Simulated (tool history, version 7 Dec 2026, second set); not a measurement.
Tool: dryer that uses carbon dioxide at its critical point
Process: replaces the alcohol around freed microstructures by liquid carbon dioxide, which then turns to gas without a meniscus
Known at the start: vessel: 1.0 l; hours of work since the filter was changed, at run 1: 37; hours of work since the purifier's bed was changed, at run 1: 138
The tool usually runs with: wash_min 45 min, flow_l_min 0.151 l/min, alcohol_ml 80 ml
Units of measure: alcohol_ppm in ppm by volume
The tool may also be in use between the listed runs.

| run | day | wash_min | flow_l_min | alcohol_ml | hours of work since the filter was changed | hours of work since the purifier's bed was changed | alcohol_ppm |
|---|---|---|---|---|---|---|---|
| 1 | 0.000 | 45 | 0.151 | 80 | 37 | 138 | 784 |
| 2 | 0.588 | 45 | 0.094 | 80 | 47 | 148 | 4929 |
| 3 | 1.150 | 45 | 0.151 | 80 | 56 | 157 | 826 |
| 4 | 1.550 | 45 | 0.151 | 80 | 62 | 163 | 835 |
| 5 | 1.975 | 45 | 0.151 | 80 | 69 | 170 | 805 |
| 6 | 2.554 | 45 | 0.151 | 80 | 79 | 180 | 840 |
| 7 | 3.146 | 45 | 0.151 | 80 | 88 | 189 | 861 |
| 8 | 3.538 | 45 | 0.151 | 80 | 95 | 196 | 878 |
| 9 | 3.992 | 45 | 0.151 | 94 | 102 | 203 | 1026 |
| 10 | 4.429 | 45 | 0.151 | 94 | 109 | 210 | 1009 |
| 11 | 4.771 | 45 | 0.151 | 30 | 115 | 216 | 376 |
| 12 | 5.400 | 45 | 0.151 | 30 | 125 | 226 | 390 |
| 13 | 5.854 | 49 | 0.220 | 28 | 132 | 233 | 99 |
| 14 | 6.279 | 49 | 0.220 | 28 | 139 | 240 | 101 |
| 15 | 6.604 | 49 | 0.220 | 28 | 144 | 245 | 103 |
| 16 | 7.342 | 49 | 0.220 | 28 | 156 | 257 | 118 |
| 17 | 8.000 | 46 | 0.105 | 21 | 167 | 268 | 1025 |
| 18 | 8.354 | 30 | 0.097 | 21 | 173 | 274 | 3334 |
| 19 | 8.754 | 35 | 0.097 | 22 | 179 | 280 | 2640 |
|  | 9.038 | inlet filter changed |
| 20 | 9.512 | 35 | 0.097 | 22 | 8 | 292 | 2348 |

Predict each of these 3 candidate next runs independently; none follows another, all start after run 20:
| A | 9.838 | 35 | 0.097 | 22 | 13 | 297 | ? |
| B | 9.838 | 39 | 0.094 | 30 | 13 | 297 | ? |
| C | 9.838 | 29 | 0.151 | 80 | 13 | 297 | ? |

| run | alcohol_ppm |
|---|---|
| A | 2426 |
| B | 2763 |
| C | 3910 |
What these runs would have given with no unlogged condition in the tool:
| run | alcohol_ppm |
|---|---|
| A | 2285 |
| B | 2613 |
| C | 3727 |
